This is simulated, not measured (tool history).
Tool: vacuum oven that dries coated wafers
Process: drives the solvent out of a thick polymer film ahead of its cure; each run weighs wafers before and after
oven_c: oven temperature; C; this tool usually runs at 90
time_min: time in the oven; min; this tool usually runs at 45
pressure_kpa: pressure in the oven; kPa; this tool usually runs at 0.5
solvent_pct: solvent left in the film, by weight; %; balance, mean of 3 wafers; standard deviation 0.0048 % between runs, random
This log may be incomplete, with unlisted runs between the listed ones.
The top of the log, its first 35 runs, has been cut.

| run | day | oven_c | time_min | pressure_kpa | hours of work since the thermocouples were calibrated | hours of work since the vacuum gauge was cleaned of residue | solvent_pct |
|---|---|---|---|---|---|---|---|
| 36 | 36.083 | 76 | 36 | 0.609 | 732 | 310 | 3.34 |
| 37 | 37.212 | 88 | 81 | 0.277 | 752 | 330 | 0.203 |
| 38 | 38.167 | 76 | 23 | 0.506 | 768 | 347 | 4.902 |
| 39 | 39.375 | 80 | 45 | 1.046 | 789 | 368 | 2.114 |
| 40 | 40.654 | 90 | 29 | 0.546 | 812 | 390 | 1.67 |
| 41 | 41.571 | 90 | 78 | 0.5 | 828 | 406 | 0.268 |
| 42 | 42.154 | 90 | 47 | 0.5 | 838 | 416 | 0.635 |
| 43 | 42.883 | 90 | 47 | 0.5 | 850 | 429 | 0.643 |
| 44 | 44.167 | 103 | 47 | 0.5 | 873 | 451 | 0.171 |
| 45 | 45.396 | 103 | 25 | 1.407 | 894 | 473 | 0.837 |
| 46 | 46.275 | 103 | 25 | 1.407 | 910 | 488 | 0.836 |

Below are 5 alternative next runs, each starting from the tool's condition after run 46. Predict each:
| A | 47.158 | 83 | 58 | 0.5 | 925 | 504 | ? |
| B | 47.158 | 90 | 26 | 0.896 | 925 | 504 | ? |
| C | 47.158 | 90 | 33 | 1.916 | 925 | 504 | ? |
| D | 47.158 | 104 | 34 | 0.834 | 925 | 504 | ? |
| E | 47.158 | 85 | 71 | 1.726 | 925 | 504 | ? |

| run | solvent_pct |
|---|---|
| A | 0.884 |
| B | 2.1 |
| C | 1.796 |
| D | 0.345 |
| E | 1.036 |
Had the tool no hidden state, the same runs would have come out as:
| run | solvent_pct |
|---|---|
| A | 0.942 |
| B | 2.224 |
| C | 1.901 |
| D | 0.362 |
| E | 1.074 |
